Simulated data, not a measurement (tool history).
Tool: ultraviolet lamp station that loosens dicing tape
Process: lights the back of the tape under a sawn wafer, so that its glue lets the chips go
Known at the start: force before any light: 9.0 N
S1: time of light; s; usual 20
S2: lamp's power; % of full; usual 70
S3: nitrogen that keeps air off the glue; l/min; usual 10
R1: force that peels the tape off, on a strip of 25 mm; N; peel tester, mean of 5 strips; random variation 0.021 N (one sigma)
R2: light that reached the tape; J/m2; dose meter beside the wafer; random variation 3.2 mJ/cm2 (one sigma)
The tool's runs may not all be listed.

run	hour	S1	S2	S3	R1	R2
1	0.0	20	70	10	1.265	4280
2	29.7	29	70	10	0.585	6200
3	78.8	20	70	10	1.336	4180
4	136.6	14	70	10	2.549	2920
# hour 199.9: window cleaned of glue's vapour
5	204.7	14	70	10	2.202	3090
6	247.3	14	70	10	2.312	3090
7	279.4	14	70	10	2.299	3030
8	319.9	14	70	10	2.314	3010
9	368.0	20	61	10	1.758	3630
10	414.2	20	70	10	1.416	4100
11	465.5	20	70	3	2.693	4070
12	504.8	20	70	10	1.528	4050
13	554.9	20	70	16	1.201	4000
14	598.5	20	70	16	1.244	3910
# hour 618.2: window cleaned of glue's vapour
15	667.6	20	70	16	1.082	4280
16	717.3	20	70	16	1.064	4140
17	759.6	20	70	5	2.066	4100
18	819.3	20	70	17	1.172	4020
19	866.5	20	70	5	2.102	3930
20	931.3	20	70	5	2.139	3850
21	964.1	20	70	5	2.227	3840
22	1029.5	20	70	5	2.327	3740
# hour 1035.3: window cleaned of glue's vapour
23	1083.4	22	69	3	2.469	4410
24	1130.6	38	70	10	0.332	7640
25	1167.0	14	70	10	2.535	2770
26	1206.7	14	70	10	2.745	2750
27	1274.6	14	70	10	2.704	2650
28	1312.5	20	75	10	1.590	4020
29	1353.0	20	75	10	1.522	3990
30	1387.3	20	75	10	1.485	3930
31	1439.2	20	75	10	1.548	3870
# hour 1451.5: window cleaned of glue's vapour
32	1476.4	20	70	4	2.403	3950
33	1540.4	20	70	4	2.419	3890
34	1602.3	20	70	4	2.525	3800
35	1655.9	20	70	4	2.681	3700
36	1696.5	35	61	4	1.400	5610
37	1752.0	40	70	10	0.387	7300
38	1805.3	26	87	15	0.559	5730
39	1842.1	26	87	15	0.573	5610
# hour 1868.0: window cleaned of glue's vapour
40	1892.9	26	91	15	0.400	6360
41	1947.2	13	61	4	4.439	2100
42	1977.1	11	89	6	3.333	2570
43	2029.4	19	67	6	2.564	3350

Some steps in R1 between neighbouring runs. How much of each would the tool show without its hidden state too (settings, what came in, random variation), and how much is left for the hidden state, with any gauge scatter that isn't in both results?
The hidden state here: lamp's light, % of a new lamp's; light that the window lets through, % of a clean one's; drift of the gauge itself on peel_n, %; drift of the gauge itself on dose_mj_cm2, %.
Run 23 -> 24: S1 22 -> 38, S2 69 -> 70, S3 3 -> 10. R1 -2.137 N: hidden state -0.417, all else -1.720.
Run 24 -> 25: S1 38 -> 14. R1 +2.203 N: hidden state +0.483, all else +1.720.
Run 40 -> 41: S1 26 -> 13, S2 91 -> 61, S3 15 -> 4. R1 +4.039 N: hidden state +0.671, all else +3.368.
